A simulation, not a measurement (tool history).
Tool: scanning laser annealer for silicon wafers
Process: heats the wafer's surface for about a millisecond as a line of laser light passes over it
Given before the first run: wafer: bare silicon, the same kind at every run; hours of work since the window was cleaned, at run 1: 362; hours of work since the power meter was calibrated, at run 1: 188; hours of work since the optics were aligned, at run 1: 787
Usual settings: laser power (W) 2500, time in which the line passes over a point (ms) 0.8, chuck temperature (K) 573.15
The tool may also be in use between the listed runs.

run	hour	laser power (W)	time in which the line passes over a point (ms)	chuck temperature (K)	hours of work since the window was cleaned	hours of work since the power meter was calibrated	hours of work since the optics were aligned	highest temperature of the surface (K)
1	0	2500	0.8	573.15	362	188	787	1320.15
2	14	2500	0.8	573.15	371	197	796	1320.15
3	32.5	2500	0.8	573.15	384	210	809	1323.15
4	43.9	2500	0.8	573.15	391	217	817	1320.15
5	63.9	2646	0.8	573.15	405	231	830	1366.15
6	76.2	2646	0.8	573.15	413	239	838	1370.15
7	91.1	2266	0.649	609.15	423	249	848	1216.15
8	107.6	2500	0.774	596.15	434	260	860	1332.15
9	126.8	2500	0.702	577.15	447	273	873	1279.15
10	144.5	2500	0.702	577.15	459	285	885	1277.15
11	161.5	2500	0.702	577.15	471	297	896	1279.15
12	174.5	2500	0.575	547.15	479	306	905	1188.15

4 options for the next run, each taken on its own from the tool as it stands now. Forecast them:
# hour 187.6: window over the wafer cleaned
A	188.3	2500	0.874	551.15	0	313	913	?
# hour 187.6: window over the wafer cleaned
B	188.3	2309	0.869	547.15	0	313	913	?
# hour 187.6: window over the wafer cleaned
C	188.3	2636	0.575	574.15	0	313	913	?
# hour 187.6: window over the wafer cleaned
D	188.3	2480	0.91	550.15	0	313	913	?

run	highest temperature of the surface (K)
A	1332.15
B	1260.15
C	1251.15
D	1341.15
Without the tool's hidden state the same runs would have given:
run	highest temperature of the surface (K)
A	1332.15
B	1260.15
C	1251.15
D	1341.15

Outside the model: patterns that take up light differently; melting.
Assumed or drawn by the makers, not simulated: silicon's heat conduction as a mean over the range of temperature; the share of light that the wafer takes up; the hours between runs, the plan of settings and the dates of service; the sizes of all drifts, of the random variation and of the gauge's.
